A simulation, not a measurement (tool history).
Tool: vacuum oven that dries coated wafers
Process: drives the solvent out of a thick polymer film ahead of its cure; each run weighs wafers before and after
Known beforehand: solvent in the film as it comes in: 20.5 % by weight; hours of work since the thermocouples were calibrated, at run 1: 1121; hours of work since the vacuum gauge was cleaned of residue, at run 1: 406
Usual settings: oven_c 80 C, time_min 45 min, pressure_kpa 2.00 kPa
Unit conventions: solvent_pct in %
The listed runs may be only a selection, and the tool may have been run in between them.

run    hour  oven_c  time_min  pressure_kpa  hours of work since the thermocouples were calibrated  hours of work since the vacuum gauge was cleaned of residue  solvent_pct
  1     0.0      80        45          2.00                                                   1121                                                          406         3.96
  2   108.9      83        45          2.00                                                   1173                                                          458         3.38
  3   204.3      83        45          4.48                                                   1219                                                          503         4.42
  4   315.2      80        45          2.00                                                   1271                                                          556         4.19
      343.0  -- oven's thermocouples calibrated
  5   369.5      80        45          2.00                                                     13                                                          581         3.66
  6   420.2      89        45          2.00                                                     37                                                          605         1.70
  7   541.0      89        45          2.00                                                     94                                                          663         1.71
  8   637.9      80        45          2.00                                                    141                                                          709         3.64
  9   756.1      80        45          2.00                                                    197                                                          765         3.65
 10   866.9      80        45          2.00                                                    250                                                          818         3.85
 11   978.2      80        45          2.00                                                    303                                                          871         3.76
 12  1058.9      80        45          2.00                                                    341                                                          909         3.95
 13  1164.4      80        45          2.00                                                    391                                                          959         3.85
 14  1239.2      80        45          2.00                                                    427                                                          995         3.86
 15  1317.8      80        45          1.93                                                    464                                                         1033         3.88
 16  1442.0      80        45          1.93                                                    524                                                         1092         3.83
 17  1545.6      80        45          1.93                                                    573                                                         1141         3.99
 18  1605.1      80        45          6.16                                                    601                                                         1169         5.83
 19  1722.9      80        54          2.00                                                    657                                                         1226         3.27
 20  1796.2      80        54          1.06                                                    692                                                         1260         2.78
 21  1921.1      80        55          2.00                                                    752                                                         1320         3.23
 22  2025.4      80        55          2.00                                                    801                                                         1370         3.32
 23  2103.1      80        55          2.00                                                    838                                                         1407         3.28
 24  2216.5      80        55          2.00                                                    892                                                         1461         3.45
 25  2334.0      73        76          1.35                                                    948                                                         1517         3.58
 26  2451.2      73        27          1.35                                                   1004                                                         1572         9.21
 27  2519.5      81        27          1.35                                                   1037                                                         1605         6.51
 28  2584.4      67        27          1.35                                                   1068                                                         1636        10.94
 29  2636.3      67        27          1.35                                                   1092                                                         1661        10.85
 30  2737.1      75        62          5.21                                                   1140                                                         1709         6.30
 31  2827.5      81        45          1.75                                                   1184                                                         1752         4.05
 32  2911.4      76        61          2.84                                                   1223                                                         1792         4.73
 33  3011.3      80        34          7.92                                                   1271                                                         1839         8.59
     3038.8  -- oven's thermocouples calibrated
 34  3075.1      75        68          2.00                                                     17                                                         1869         3.33
 35  3134.7      75        68          2.00                                                     46                                                         1897         3.38
 36  3191.3      76        24          1.03                                                     73                                                         1924         7.88
 37  3267.5      76        49          2.93                                                    109                                                         1960         4.96
 38  3377.5      77        31          2.09                                                    161                                                         2013         6.72
     3456.9  -- vacuum gauge cleaned of residue and calibrated
 39  3482.7      80        45          5.37                                                    211                                                           12         5.23
 40  3548.4      80        45          5.37                                                    242                                                           44         5.23
 41  3661.8      80        45          5.37                                                    296                                                           98         5.27
 42  3786.0      83        62          2.00                                                    355                                                          157         1.83
 43  3854.6      80        45          7.35                                                    388                                                          189         6.29
 44  3912.5      75        30          1.05                                                    415                                                          217         7.04
 45  4017.6      80        61          3.59                                                    466                                                          267         3.31
 46  4091.5      80        40          3.59                                                    501                                                          302         5.09
 47  4153.9      66        48          1.01                                                    530                                                          332         7.47

What if the next run were any one of these 3? Each begins from the tool's condition after run 47:
  A  4265.8      85        45          2.00                                                    584                                                          385            ?
  B  4265.8      66        26          7.58                                                    584                                                          385            ?
  C  4265.8      93        49          6.35                                                    584                                                          385            ?

run  solvent_pct
  A         2.59
  B        14.38
  C         2.58
With no hidden state in the tool, these same runs would have given:
run  solvent_pct
  A         2.31
  B        13.92
  C         2.39
